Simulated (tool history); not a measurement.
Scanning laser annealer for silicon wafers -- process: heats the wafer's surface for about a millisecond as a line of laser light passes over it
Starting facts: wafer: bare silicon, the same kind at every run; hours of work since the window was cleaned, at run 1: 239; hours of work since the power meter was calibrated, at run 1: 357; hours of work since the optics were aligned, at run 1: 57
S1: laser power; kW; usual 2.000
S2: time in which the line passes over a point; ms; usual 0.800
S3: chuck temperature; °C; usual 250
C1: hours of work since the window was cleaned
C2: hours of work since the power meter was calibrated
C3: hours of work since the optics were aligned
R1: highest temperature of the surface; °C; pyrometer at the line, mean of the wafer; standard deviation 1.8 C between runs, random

run     day     S1     S2   S3   C1    C2   C3    R1
  1   0.000  2.000  0.800  250  239   357   57   944
  2   2.338  2.000  0.800  250  268   386   87   943
  3   4.592  2.000  0.800  250  297   415  116   938
  4   6.067  2.000  0.800  250  316   434  135   933
      8.162  -- window over the wafer cleaned
  5   8.604  2.000  0.800  250    6   465  166   967
  6  10.929  2.000  0.800  250   35   495  196   962
  7  12.525  2.000  0.800  250   56   515  216   961
  8  14.358  2.000  0.800  250   79   539  239   956
  9  16.667  2.000  0.800  250  108   568  269   953
 10  18.050  2.000  0.800  250  126   586  286   949
 11  20.433  2.000  0.800  250  156   616  317   946
 12  22.167  2.000  0.800  250  178   638  339   943
 13  23.325  1.766  0.800  250  193   653  354   835
 14  24.604  1.979  0.800  250  210   669  370   929
 15  26.962  1.979  0.800  250  240   699  400   922
 16  29.396  2.000  0.800  252  271   730  431   936
 17  30.554  2.000  0.800  236  285   745  446   914
 18  32.150  2.000  0.800  236  306   765  466   912
 19  34.575  2.000  0.800  236  337   796  497   909
     35.054  -- window over the wafer cleaned
 20  36.150  2.000  0.800  236   14   815  516   939
     36.596  -- optics aligned, line set to its width
 21  38.296  2.000  0.800  236   39   840   22   936
 22  41.046  2.170  0.844  248   74   875   57  1042
 23  43.188  1.829  0.989  279  101   902   84   962
 24  44.967  1.829  0.989  279  124   925  107   959
 25  47.729  2.000  0.943  230  159   960  142   970
     48.646  -- optics aligned, line set to its width, once more
 26  49.850  1.924  0.750  230  183   985   15   877
 27  52.512  1.988  0.750  235  217  1018   49   907
 28  53.888  2.000  0.719  262  235  1036   67   923
 29  55.338  2.191  0.936  228  253  1054   85  1077
 30  56.862  2.180  0.800  228  273  1074  105  1007
 31  59.179  1.897  0.674  289  302  1103  134   880
 32  61.746  1.897  0.674  289  335  1136  167   875
     62.454  -- window over the wafer cleaned
 33  63.546  1.806  0.574  214   14  1158  189   745
 34  66.004  1.806  0.574  214   45  1189  220   740
 35  67.633  1.918  0.776  274   66  1210  241   936
 36  69.404  1.918  0.727  259   89  1233  263   898
 37  72.133  2.070  0.727  232  123  1267  298   935
 38  74.412  2.000  0.800  218  152  1296  327   919
 39  76.012  2.199  0.800  235  173  1317  348  1029
 40  77.967  1.765  0.800  260  198  1342  373   850

4 options for the next run, each taken on its own from the tool as it stands now. Forecast them:
  A  79.171  1.765  0.601  237  213  1357  388   ?
  B  79.171  1.765  0.800  268  213  1357  388   ?
  C  79.171  2.092  0.800  260  213  1357  388   ?
  D  79.171  2.086  0.747  276  213  1357  388   ?

run   R1
  A  746
  B  859
  C  997
  D  984
Had the tool no hidden state, the same runs would have come out as:
run    R1
  A   766
  B   883
  C  1026
  D  1012

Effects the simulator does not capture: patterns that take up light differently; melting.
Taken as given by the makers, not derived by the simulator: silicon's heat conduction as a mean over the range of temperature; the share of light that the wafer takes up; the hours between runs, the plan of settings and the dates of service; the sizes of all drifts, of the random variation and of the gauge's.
